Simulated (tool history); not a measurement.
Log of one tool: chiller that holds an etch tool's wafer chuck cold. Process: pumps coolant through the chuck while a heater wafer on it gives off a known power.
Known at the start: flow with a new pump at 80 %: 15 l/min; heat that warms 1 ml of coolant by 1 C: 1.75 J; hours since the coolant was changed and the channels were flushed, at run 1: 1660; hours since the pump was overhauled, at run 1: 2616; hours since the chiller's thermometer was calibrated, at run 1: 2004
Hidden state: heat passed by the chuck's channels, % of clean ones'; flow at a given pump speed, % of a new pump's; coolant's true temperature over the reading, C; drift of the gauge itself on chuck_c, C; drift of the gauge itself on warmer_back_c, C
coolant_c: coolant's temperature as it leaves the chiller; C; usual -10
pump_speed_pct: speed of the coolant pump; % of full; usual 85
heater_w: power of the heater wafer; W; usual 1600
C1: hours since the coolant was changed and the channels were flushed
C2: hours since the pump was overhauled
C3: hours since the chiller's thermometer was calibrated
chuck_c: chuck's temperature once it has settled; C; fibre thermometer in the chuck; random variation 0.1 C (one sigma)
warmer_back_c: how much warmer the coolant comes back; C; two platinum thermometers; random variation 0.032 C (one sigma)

run 1 day=0 | coolant_c=-10 pump_speed_pct=85 heater_w=1600 | C1=1660 C2=2616 C3=2004 | chuck_c=4.2 warmer_back_c=3.58
-- day=0.858 chiller's thermometer calibrated
run 2 day=2.683 | coolant_c=-10 pump_speed_pct=81 heater_w=1600 | C1=1724 C2=2679 C3=44 | chuck_c=4.6 warmer_back_c=3.79
run 3 day=5.15 | coolant_c=-10 pump_speed_pct=81 heater_w=1600 | C1=1783 C2=2739 C3=103 | chuck_c=4.4 warmer_back_c=3.81
run 4 day=6.825 | coolant_c=-10 pump_speed_pct=81 heater_w=1600 | C1=1823 C2=2779 C3=143 | chuck_c=4.7 warmer_back_c=3.87
run 5 day=9.458 | coolant_c=-10 pump_speed_pct=81 heater_w=1600 | C1=1886 C2=2842 C3=206 | chuck_c=4.7 warmer_back_c=3.83
run 6 day=10.842 | coolant_c=-10 pump_speed_pct=81 heater_w=1600 | C1=1920 C2=2875 C3=240 | chuck_c=4.6 warmer_back_c=3.87
run 7 day=13.225 | coolant_c=-10 pump_speed_pct=81 heater_w=1600 | C1=1977 C2=2932 C3=297 | chuck_c=4.7 warmer_back_c=3.81
run 8 day=16.225 | coolant_c=-10 pump_speed_pct=85 heater_w=1600 | C1=2049 C2=3004 C3=369 | chuck_c=4.2 warmer_back_c=3.6
run 9 day=17.896 | coolant_c=-10 pump_speed_pct=78 heater_w=1600 | C1=2089 C2=3044 C3=409 | chuck_c=5 warmer_back_c=4.01
run 10 day=19.917 | coolant_c=-5 pump_speed_pct=64 heater_w=2180 | C1=2137 C2=3093 C3=457 | chuck_c=18.5 warmer_back_c=6.82
run 11 day=21.771 | coolant_c=-5 pump_speed_pct=64 heater_w=2180 | C1=2182 C2=3137 C3=502 | chuck_c=18.7 warmer_back_c=6.88
run 12 day=23.662 | coolant_c=-5 pump_speed_pct=64 heater_w=2180 | C1=2227 C2=3183 C3=547 | chuck_c=18.7 warmer_back_c=6.84
run 13 day=26.692 | coolant_c=-8 pump_speed_pct=85 heater_w=2094 | C1=2300 C2=3256 C3=620 | chuck_c=10.7 warmer_back_c=4.82
run 14 day=28.425 | coolant_c=-14 pump_speed_pct=92 heater_w=1039 | C1=2342 C2=3297 C3=662 | chuck_c=-5.1 warmer_back_c=2.17
run 15 day=30.088 | coolant_c=-15 pump_speed_pct=76 heater_w=944 | C1=2381 C2=3337 C3=702 | chuck_c=-5.8 warmer_back_c=2.47

Hidden state or all else? Some run-to-run changes of chuck_c, split into what the settings, what came in and random variation would give without the hidden state, and what is left for the hidden state (with any gauge scatter that isn't in both results):
Run 13 -> 14: coolant_c -8 -> -14, pump_speed_pct 85 -> 92, heater_w 2094 -> 1039. chuck_c -15.8 C: hidden state -0.8, all else -15.

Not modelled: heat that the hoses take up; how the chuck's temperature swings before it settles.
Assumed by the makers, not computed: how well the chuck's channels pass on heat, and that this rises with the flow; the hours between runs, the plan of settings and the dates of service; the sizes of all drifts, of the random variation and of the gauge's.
